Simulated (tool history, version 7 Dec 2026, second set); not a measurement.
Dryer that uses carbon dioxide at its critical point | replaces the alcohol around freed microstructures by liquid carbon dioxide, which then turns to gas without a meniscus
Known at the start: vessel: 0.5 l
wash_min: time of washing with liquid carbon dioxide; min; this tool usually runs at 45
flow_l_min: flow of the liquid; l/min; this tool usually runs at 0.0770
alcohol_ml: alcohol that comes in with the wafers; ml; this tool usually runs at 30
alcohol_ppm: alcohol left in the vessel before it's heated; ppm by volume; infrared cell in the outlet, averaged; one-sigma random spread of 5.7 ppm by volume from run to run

{"run": 1, "hour": 0.0, "wash_min": 45, "flow_l_min": 0.077, "alcohol_ml": 30, "alcohol_ppm": 380}
{"run": 2, "hour": 25.7, "wash_min": 45, "flow_l_min": 0.077, "alcohol_ml": 30, "alcohol_ppm": 390}
{"run": 3, "hour": 70.9, "wash_min": 45, "flow_l_min": 0.077, "alcohol_ml": 30, "alcohol_ppm": 417}
{"run": 4, "hour": 109.2, "wash_min": 30, "flow_l_min": 0.077, "alcohol_ml": 30, "alcohol_ppm": 1759}
{"run": 5, "hour": 141.2, "wash_min": 30, "flow_l_min": 0.077, "alcohol_ml": 30, "alcohol_ppm": 1827}
{"run": 6, "hour": 188.2, "wash_min": 45, "flow_l_min": 0.077, "alcohol_ml": 30, "alcohol_ppm": 455}
{"run": 7, "hour": 217.3, "wash_min": 45, "flow_l_min": 0.077, "alcohol_ml": 30, "alcohol_ppm": 468}
{"run": 8, "hour": 267.0, "wash_min": 45, "flow_l_min": 0.0584, "alcohol_ml": 30, "alcohol_ppm": 1361}
{"run": 9, "hour": 292.2, "wash_min": 38, "flow_l_min": 0.077, "alcohol_ml": 49, "alcohol_ppm": 1367}
{"run": 10, "hour": 317.1, "wash_min": 45, "flow_l_min": 0.0594, "alcohol_ml": 30, "alcohol_ppm": 1366}
{"run": 11, "hour": 365.1, "wash_min": 45, "flow_l_min": 0.1091, "alcohol_ml": 65, "alcohol_ppm": 261}
{"run": 12, "hour": 385.9, "wash_min": 45, "flow_l_min": 0.1091, "alcohol_ml": 65, "alcohol_ppm": 277}
{"run": 13, "hour": 420.1, "wash_min": 45, "flow_l_min": 0.0497, "alcohol_ml": 49, "alcohol_ppm": 4248}
{"run": 14, "hour": 455.7, "wash_min": 28, "flow_l_min": 0.0497, "alcohol_ml": 50, "alcohol_ppm": 14213}

Forecast each of these 5 alternatives for the next run:
{"run": "A", "hour": 487.6, "wash_min": 43, "flow_l_min": 0.0679, "alcohol_ml": 103, "alcohol_ppm": "?"}
{"run": "B", "hour": 487.6, "wash_min": 28, "flow_l_min": 0.0624, "alcohol_ml": 50, "alcohol_ppm": "?"}
{"run": "C", "hour": 487.6, "wash_min": 47, "flow_l_min": 0.077, "alcohol_ml": 30, "alcohol_ppm": "?"}
{"run": "D", "hour": 487.6, "wash_min": 28, "flow_l_min": 0.121, "alcohol_ml": 59, "alcohol_ppm": "?"}
{"run": "E", "hour": 487.6, "wash_min": 45, "flow_l_min": 0.077, "alcohol_ml": 32, "alcohol_ppm": "?"}

run=A alcohol_ppm=3297
run=B alcohol_ppm=8452
run=C alcohol_ppm=524
run=D alcohol_ppm=967
run=E alcohol_ppm=625
The same runs, with their run-to-run variation unchanged, on a tool lacking any hidden condition would have given:
run=A alcohol_ppm=1546
run=B alcohol_ppm=5443
run=C alcohol_ppm=146
run=D alcohol_ppm=339
run=E alcohol_ppm=189
